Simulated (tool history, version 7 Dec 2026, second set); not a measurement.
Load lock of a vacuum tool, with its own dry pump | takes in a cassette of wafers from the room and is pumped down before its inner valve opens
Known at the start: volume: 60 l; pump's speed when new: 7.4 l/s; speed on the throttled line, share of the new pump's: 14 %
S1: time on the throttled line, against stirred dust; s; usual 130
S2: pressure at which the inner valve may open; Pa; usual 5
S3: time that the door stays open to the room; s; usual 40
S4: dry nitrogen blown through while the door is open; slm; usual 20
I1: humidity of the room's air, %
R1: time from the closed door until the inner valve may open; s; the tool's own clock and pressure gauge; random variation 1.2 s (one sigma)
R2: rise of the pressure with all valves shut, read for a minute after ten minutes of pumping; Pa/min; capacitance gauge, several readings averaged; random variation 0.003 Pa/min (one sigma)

run 1 day=0.000 | S1=130 S2=5 S3=40 S4=20 | I1=47.3 | R1=194.0 R2=0.028
run 2 day=17.779 | S1=130 S2=5 S3=40 S4=20 | I1=43.6 | R1=194.5 R2=0.030
run 3 day=33.808 | S1=130 S2=5 S3=40 S4=20 | I1=42.9 | R1=192.4 R2=0.027
run 4 day=53.392 | S1=130 S2=5 S3=40 S4=20 | I1=43.7 | R1=192.5 R2=0.025
run 5 day=68.483 | S1=130 S2=5 S3=40 S4=20 | I1=45.1 | R1=192.3 R2=0.027
run 6 day=87.717 | S1=130 S2=5 S3=40 S4=20 | I1=48.7 | R1=191.1 R2=0.030
run 7 day=105.746 | S1=130 S2=7 S3=40 S4=20 | I1=43.1 | R1=189.4 R2=0.030
run 8 day=115.438 | S1=130 S2=7 S3=40 S4=20 | I1=42.9 | R1=191.9 R2=0.024
run 9 day=127.338 | S1=115 S2=5 S3=40 S4=20 | I1=46.1 | R1=181.2 R2=0.030
run 10 day=142.900 | S1=115 S2=5 S3=40 S4=20 | I1=47.6 | R1=180.4 R2=0.030
run 11 day=158.217 | S1=115 S2=5 S3=40 S4=20 | I1=44.1 | R1=180.5 R2=0.023
run 12 day=177.750 | S1=115 S2=5 S3=40 S4=10 | I1=46.2 | R1=180.2 R2=0.034
run 13 day=197.767 | S1=115 S2=5 S3=40 S4=10 | I1=45.2 | R1=179.9 R2=0.045
run 14 day=213.317 | S1=130 S2=4 S3=86 S4=21 | I1=44.7 | R1=196.5 R2=0.035
run 15 day=226.246 | S1=130 S2=4 S3=86 S4=21 | I1=47.9 | R1=195.9 R2=0.037
run 16 day=243.700 | S1=158 S2=4 S3=80 S4=30 | I1=45.7 | R1=220.1 R2=0.029
run 17 day=253.362 | S1=130 S2=7 S3=88 S4=20 | I1=45.1 | R1=189.8 R2=0.039
run 18 day=266.579 | S1=130 S2=10 S3=40 S4=20 | I1=43.8 | R1=187.1 R2=0.028
run 19 day=278.804 | S1=113 S2=10 S3=101 S4=31 | I1=44.4 | R1=174.3 R2=0.028
run 20 day=298.262 | S1=72 S2=5 S3=146 S4=6 | I1=50.6 | R1=144.0 R2=0.093
run 21 day=320.488 | S1=130 S2=5 S3=103 S4=17 | I1=45.1 | R1=191.0 R2=0.044

Taken out of this log: 1 entry between the listed runs. Where each belongs, and how the hidden state differs across it:
Between runs 9 and 10: dry pump taken out, an overhauled one fitted (day 142.808)
  pump's speed, % of a new pump's: 99.9 -> 100
